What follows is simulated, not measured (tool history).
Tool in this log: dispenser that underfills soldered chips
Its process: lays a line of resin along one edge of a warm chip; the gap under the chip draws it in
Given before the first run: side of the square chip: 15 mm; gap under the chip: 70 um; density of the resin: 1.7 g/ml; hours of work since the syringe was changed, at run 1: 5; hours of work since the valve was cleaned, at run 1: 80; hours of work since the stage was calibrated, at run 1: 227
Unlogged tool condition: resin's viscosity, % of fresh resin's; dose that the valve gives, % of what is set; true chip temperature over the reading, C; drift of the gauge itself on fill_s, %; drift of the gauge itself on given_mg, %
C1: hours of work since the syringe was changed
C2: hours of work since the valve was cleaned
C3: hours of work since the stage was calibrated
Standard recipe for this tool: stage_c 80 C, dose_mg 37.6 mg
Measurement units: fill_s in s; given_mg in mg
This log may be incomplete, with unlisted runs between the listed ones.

run 1 hour=0.0 | stage_c=80 dose_mg=37.6 | C1=5 C2=80 C3=227 | fill_s=107.8 given_mg=35.17
-- hour=1.9 new syringe of resin
run 2 hour=6.5 | stage_c=80 dose_mg=37.6 | C1=3 C2=85 C3=232 | fill_s=97.8 given_mg=35.30
-- hour=10.7 new syringe of resin
run 3 hour=12.8 | stage_c=80 dose_mg=37.6 | C1=2 C2=89 C3=236 | fill_s=91.1 given_mg=35.27
run 4 hour=17.8 | stage_c=80 dose_mg=37.6 | C1=5 C2=93 C3=240 | fill_s=111.1 given_mg=35.23
-- hour=19.0 new syringe of resin
run 5 hour=25.3 | stage_c=80 dose_mg=37.6 | C1=5 C2=98 C3=245 | fill_s=108.4 given_mg=35.13
-- hour=27.5 new syringe of resin
run 6 hour=29.1 | stage_c=80 dose_mg=37.6 | C1=1 C2=101 C3=248 | fill_s=92.2 given_mg=34.60
-- hour=35.8 new syringe of resin
run 7 hour=35.9 | stage_c=80 dose_mg=44.4 | C1=0 C2=106 C3=253 | fill_s=85.4 given_mg=41.07
run 8 hour=40.5 | stage_c=80 dose_mg=37.6 | C1=3 C2=109 C3=256 | fill_s=101.2 given_mg=34.62
run 9 hour=43.5 | stage_c=80 dose_mg=35.3 | C1=6 C2=111 C3=259 | fill_s=114.8 given_mg=32.37
-- hour=44.5 new syringe of resin
run 10 hour=47.2 | stage_c=80 dose_mg=37.6 | C1=2 C2=114 C3=261 | fill_s=95.6 given_mg=34.33
-- hour=52.7 new syringe of resin
run 11 hour=54.4 | stage_c=80 dose_mg=37.6 | C1=1 C2=119 C3=266 | fill_s=90.5 given_mg=34.47
run 12 hour=59.2 | stage_c=80 dose_mg=33.9 | C1=5 C2=123 C3=270 | fill_s=110.9 given_mg=30.84
-- hour=61.5 new syringe of resin
run 13 hour=62.5 | stage_c=80 dose_mg=33.9 | C1=1 C2=125 C3=272 | fill_s=95.0 given_mg=30.93
run 14 hour=66.6 | stage_c=80 dose_mg=33.9 | C1=4 C2=128 C3=275 | fill_s=109.2 given_mg=30.79
-- hour=68.6 dispensing valve cleaned and set on the balance
-- hour=71.1 new syringe of resin
run 15 hour=75.0 | stage_c=80 dose_mg=37.6 | C1=3 C2=5 C3=280 | fill_s=96.9 given_mg=37.31
run 16 hour=78.6 | stage_c=80 dose_mg=37.6 | C1=6 C2=7 C3=283 | fill_s=108.3 given_mg=37.09
-- hour=79.4 new syringe of resin
run 17 hour=84.6 | stage_c=80 dose_mg=37.6 | C1=4 C2=11 C3=287 | fill_s=102.3 given_mg=37.45
-- hour=87.9 new syringe of resin
run 18 hour=89.8 | stage_c=80 dose_mg=32.7 | C1=1 C2=15 C3=291 | fill_s=94.2 given_mg=32.22
run 19 hour=94.6 | stage_c=78 dose_mg=37.8 | C1=5 C2=19 C3=295 | fill_s=116.1 given_mg=37.30
-- hour=96.1 new syringe of resin
run 20 hour=100.4 | stage_c=67 dose_mg=32.2 | C1=3 C2=23 C3=299 | fill_s=210.4 given_mg=31.86
-- hour=104.5 new syringe of resin
run 21 hour=107.1 | stage_c=67 dose_mg=32.2 | C1=2 C2=28 C3=303 | fill_s=198.1 given_mg=31.60
-- hour=113.1 new syringe of resin
run 22 hour=113.2 | stage_c=89 dose_mg=36.0 | C1=0 C2=32 C3=308 | fill_s=56.6 given_mg=34.98
run 23 hour=118.7 | stage_c=74 dose_mg=47.7 | C1=4 C2=36 C3=312 | fill_s=142.5 given_mg=46.49
-- hour=121.8 new syringe of resin
run 24 hour=122.7 | stage_c=74 dose_mg=47.8 | C1=1 C2=39 C3=315 | fill_s=120.2 given_mg=46.43
run 25 hour=127.4 | stage_c=89 dose_mg=34.8 | C1=4 C2=42 C3=318 | fill_s=68.4 given_mg=33.84
-- hour=130.5 new syringe of resin
run 26 hour=132.3 | stage_c=75 dose_mg=34.8 | C1=1 C2=46 C3=322 | fill_s=123.5 given_mg=33.52
run 27 hour=136.5 | stage_c=80 dose_mg=40.0 | C1=4 C2=49 C3=325 | fill_s=104.6 given_mg=38.25
-- hour=139.2 new syringe of resin
run 28 hour=143.5 | stage_c=84 dose_mg=42.3 | C1=3 C2=54 C3=330 | fill_s=80.4 given_mg=40.63
-- hour=147.4 new syringe of resin
run 29 hour=147.6 | stage_c=67 dose_mg=34.1 | C1=0 C2=57 C3=332 | fill_s=184.1 given_mg=32.52
run 30 hour=151.4 | stage_c=66 dose_mg=47.7 | C1=3 C2=60 C3=335 | fill_s=210.1 given_mg=45.69
-- hour=155.6 new syringe of resin
run 31 hour=158.0 | stage_c=66 dose_mg=47.7 | C1=2 C2=64 C3=340 | fill_s=196.9 given_mg=45.76
run 32 hour=162.2 | stage_c=70 dose_mg=32.2 | C1=5 C2=67 C3=343 | fill_s=199.3 given_mg=30.57
-- hour=164.3 new syringe of resin
run 33 hour=169.0 | stage_c=70 dose_mg=32.2 | C1=4 C2=72 C3=348 | fill_s=185.7 given_mg=30.51
-- hour=173.0 new syringe of resin
run 34 hour=173.5 | stage_c=70 dose_mg=32.2 | C1=0 C2=75 C3=351 | fill_s=159.6 given_mg=30.35
-- hour=181.3 new syringe of resin
run 35 hour=181.3 | stage_c=90 dose_mg=41.1 | C1=0 C2=81 C3=357 | fill_s=52.2 given_mg=38.46
run 36 hour=184.5 | stage_c=73 dose_mg=41.4 | C1=2 C2=83 C3=359 | fill_s=138.8 given_mg=38.91

Predict each of these 3 candidate next runs independently; none follows another, all start after run 36:
-- hour=189.8 new syringe of resin
run A hour=189.8 | stage_c=95 dose_mg=37.8 | C1=0 C2=87 C3=363 | fill_s=? given_mg=?
-- hour=189.8 new syringe of resin
run B hour=189.8 | stage_c=71 dose_mg=32.2 | C1=0 C2=87 C3=363 | fill_s=? given_mg=?
-- hour=189.8 new syringe of resin
run C hour=189.8 | stage_c=90 dose_mg=38.9 | C1=0 C2=87 C3=363 | fill_s=? given_mg=?

run=A fill_s=43.3 given_mg=35.34
run=B fill_s=154.4 given_mg=29.96
run=C fill_s=52.3 given_mg=36.36
With the hidden condition removed and each run's random variation left untouched, the same runs would have given:
run=A fill_s=38.0 given_mg=37.85
run=B fill_s=130.9 given_mg=32.09
run=C fill_s=45.7 given_mg=38.95
